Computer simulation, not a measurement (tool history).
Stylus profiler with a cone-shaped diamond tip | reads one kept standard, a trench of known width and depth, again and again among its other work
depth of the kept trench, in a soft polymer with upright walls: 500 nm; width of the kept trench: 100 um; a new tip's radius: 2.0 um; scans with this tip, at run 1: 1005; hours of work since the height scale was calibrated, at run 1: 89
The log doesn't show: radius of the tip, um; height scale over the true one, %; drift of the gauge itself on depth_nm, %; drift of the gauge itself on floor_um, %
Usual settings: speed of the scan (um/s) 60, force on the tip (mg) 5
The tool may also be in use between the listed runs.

run   hour  speed of the scan (um/s)  force on the tip (mg)  scans with this tip  hours of work since the height scale was calibrated  depth of the trench (angstrom)  width of the trench's floor (nm)
  1      0                        60                      5                 1005                                                   89                          5103.2                             96990
  2   14.3                        60                      5                 1112                                                   99                          5107.1                             96950
  3   28.3                        60                      5                 1218                                                  108                          5104.7                             96990
  4   41.3                        60                      5                 1316                                                  117                          5104.9                             96950
  5   51.5                        60                      5                 1393                                                  124                          5104.4                             96990
  6   59.5                        60                      5                 1453                                                  129                            5105                             96900
  7     69                        60                      5                 1525                                                  136                          5104.5                             96930
  8     78                        60                      5                 1593                                                  142                          5105.6                             96900
  9   93.1                        60                      5                 1707                                                  152                          5105.7                             96920
 10    108                        35                      5                 1819                                                  162                          5107.2                             96950
 11  117.4                        71                      5                 1890                                                  168                            5107                             96860
 12  129.7                        71                      5                 1982                                                  176                          5105.5                             96820
 13  136.9                       185                      5                 2037                                                  181                            5107                             96530
 14  145.2                        60                   4.09                 2099                                                  187                          5094.4                             96800
 15  158.1                        60                   4.09                 2197                                                  195                          5093.8                             96830
 16  170.3                        60                   6.55                 2288                                                  203                          5129.1                             96840
 17  177.6                        60                   6.55                 2344                                                  208                          5129.1                             96840
 18  184.7                        60                      5                 2397                                                  213                          5108.4                             96870
 19  196.7                        60                      5                 2488                                                  221                          5105.9                             96800
 20  203.4                        60                   3.73                 2538                                                  226                          5088.5                             96770
 21  214.4                        60                   1.74                 2621                                                  233                          5053.8                             96690
 22  225.9                        60                   1.74                 2708                                                  241                            5057                             96690
 23  232.8                        16                   2.57                 2760                                                  245                          5067.2                             96850
 24  242.1                        16                   2.57                 2830                                                  251                          5073.4                             96810
 25  257.4                        52                      5                 2945                                                  262                          5107.4                             96790
 26  271.6                        17                    4.6                 3052                                                  271                          5101.8                             96870
 27  283.7                        76                   6.86                 3143                                                  279                          5131.3                             96710
 28  296.2                        33                   3.09                 3238                                                  288                          5082.9                             96730
       298  -- height scale calibrated on a step standard
 29  309.9                        33                   3.09                 3337                                                    8                          5082.6                             96720
 30  325.1                       165                   3.89                 3451                                                   18                          5095.7                             96370
 31  334.4                        61                    2.1                 3522                                                   24                          5067.9                             96610
     341.2  -- height scale calibrated on a step standard, once more
 32  347.9                        60                   8.28                 3620                                                    5                          5146.2                             96750
 33  356.1                       107                    1.7                 3682                                                   10                          5051.4                             96330
 34  371.4                        22                   2.64                 3797                                                   20                          5069.1                             96690
 35  385.7                        29                   2.75                 3905                                                   30                          5070.2                             96670
 36  395.5                        97                   5.18                 3979                                                   36                          5106.4                             96530
 37  407.5                        44                   7.02                 4069                                                   44                          5132.6                             96720
 38  416.9                        44                   7.02                 4140                                                   51                          5131.1                             96610
 39  430.1                        84                   1.93                 4239                                                   60                          5056.6                             96330
 40    441                       153                   1.95                 4322                                                   67                          5055.9                             96120

5 ways to go on from here, each from the tool as it stands after run 40. What would each give?
  A  448.4                       155                   1.95                 4377                                                   72                               ?                                 ?
  B  448.4                        60                   9.14                 4377                                                   72                               ?                                 ?
  C  448.4                        21                  10.38                 4377                                                   72                               ?                                 ?
  D  448.4                        24                   5.42                 4377                                                   72                               ?                                 ?
  E  448.4                        24                   9.85                 4377                                                   72                               ?                                 ?

run  depth of the trench (angstrom)  width of the trench's floor (nm)
  A                          5055.7                             96110
  B                          5155.9                             96600
  C                          5171.4                             96650
  D                          5111.5                             96660
  E                            5164                             96660
Without the tool's hidden state the same runs would have given:
run  depth of the trench (angstrom)  width of the trench's floor (nm)
  A                          5053.7                             96740
  B                          5153.8                             97230
  C                          5169.3                             97290
  D                          5109.5                             97300
  E                            5162                             97300
